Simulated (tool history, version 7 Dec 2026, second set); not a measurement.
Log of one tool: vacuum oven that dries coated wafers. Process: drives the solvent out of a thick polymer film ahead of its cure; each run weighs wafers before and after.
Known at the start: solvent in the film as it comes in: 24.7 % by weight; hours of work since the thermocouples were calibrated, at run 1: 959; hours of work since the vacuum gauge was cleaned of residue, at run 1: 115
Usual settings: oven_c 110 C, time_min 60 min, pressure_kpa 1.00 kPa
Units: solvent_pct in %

run	hour	oven_c	time_min	pressure_kpa	hours of work since the thermocouples were calibrated	hours of work since the vacuum gauge was cleaned of residue	solvent_pct
1	0.0	110	60	1.00	959	115	2.77
2	18.9	110	60	1.00	974	130	2.74
3	49.0	110	72	1.00	997	153	1.95
4	72.2	110	72	1.00	1016	171	1.87
5	100.7	110	72	1.00	1038	194	1.91
6	119.0	110	60	1.00	1052	208	2.80
7	138.7	110	60	1.00	1068	224	2.76
# hour 142.6: oven's thermocouples calibrated
8	155.2	110	60	1.00	10	235	2.89
9	178.1	110	60	1.00	28	253	2.91
10	210.1	110	60	2.01	53	278	3.11
# hour 220.0: oven's thermocouples calibrated, once more
11	226.9	110	60	2.01	5	290	2.66
12	248.9	110	89	0.71	23	307	1.02
13	269.1	99	41	0.71	39	323	8.66
14	301.9	120	60	3.90	64	349	1.25
15	320.8	121	58	2.32	79	364	0.93
16	338.1	113	107	2.89	93	377	0.84

Forecast run 17:
17	371.5	100	31	0.89	119	404	?

Run 17 gave solvent_pct 10.37 %.
Without the tool's hidden state the same run would have given solvent_pct 10.16 %.

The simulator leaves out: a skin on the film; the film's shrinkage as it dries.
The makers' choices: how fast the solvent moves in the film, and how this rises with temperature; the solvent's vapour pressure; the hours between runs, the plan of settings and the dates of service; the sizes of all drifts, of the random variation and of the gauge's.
